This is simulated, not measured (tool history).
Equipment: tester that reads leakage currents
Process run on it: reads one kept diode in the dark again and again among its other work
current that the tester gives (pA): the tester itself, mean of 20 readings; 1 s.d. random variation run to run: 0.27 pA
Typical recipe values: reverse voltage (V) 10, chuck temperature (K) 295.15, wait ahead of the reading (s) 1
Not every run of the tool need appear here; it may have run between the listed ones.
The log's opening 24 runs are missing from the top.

run,hour,reverse voltage (V),chuck temperature (K),wait ahead of the reading (s),current that the tester gives (pA)
25,2888.5,10,295.15,2.94,85.71
26,2966.8,10,294.15,7.49,78.72
27,3137.6,10,331.15,5.44,1067.35
28,3226.6,1.4,297.15,0.44,31.86
29,3360,8.3,297.15,2.35,90.06
30,3512,5.4,297.15,4.84,69.01
31,3705.2,5.5,323.15,2.9,450.82
32,3858.5,10,311.15,0.44,288.68
33,3995.8,12.9,295.15,2.27,99.93
34,4149,12.9,295.15,2.27,99.42
35,4234.9,10.4,317.15,2.32,437.2
36,4396.4,3.1,295.15,0.41,44.8

Branching from run 36: 5 alternative next runs. What would each branch give?
# hour 4560.4: chuck's temperature calibrated
A,4571.4,17.8,302.15,0.39,?
# hour 4560.4: chuck's temperature calibrated
B,4571.4,3.1,295.15,5.62,?
# hour 4560.4: chuck's temperature calibrated
C,4571.4,1.6,317.15,0.86,?
# hour 4560.4: chuck's temperature calibrated
D,4571.4,3.1,294.15,0.98,?
# hour 4560.4: chuck's temperature calibrated
E,4571.4,2.1,294.15,3.18,?

run,current that the tester gives (pA)
A,216.6
B,42.39
C,145.48
D,40.3
E,31.4
With the hidden condition removed and each run's random variation left untouched, the same runs would have given:
run,current that the tester gives (pA)
A,216.58
B,42.39
C,145.48
D,40.29
E,31.4
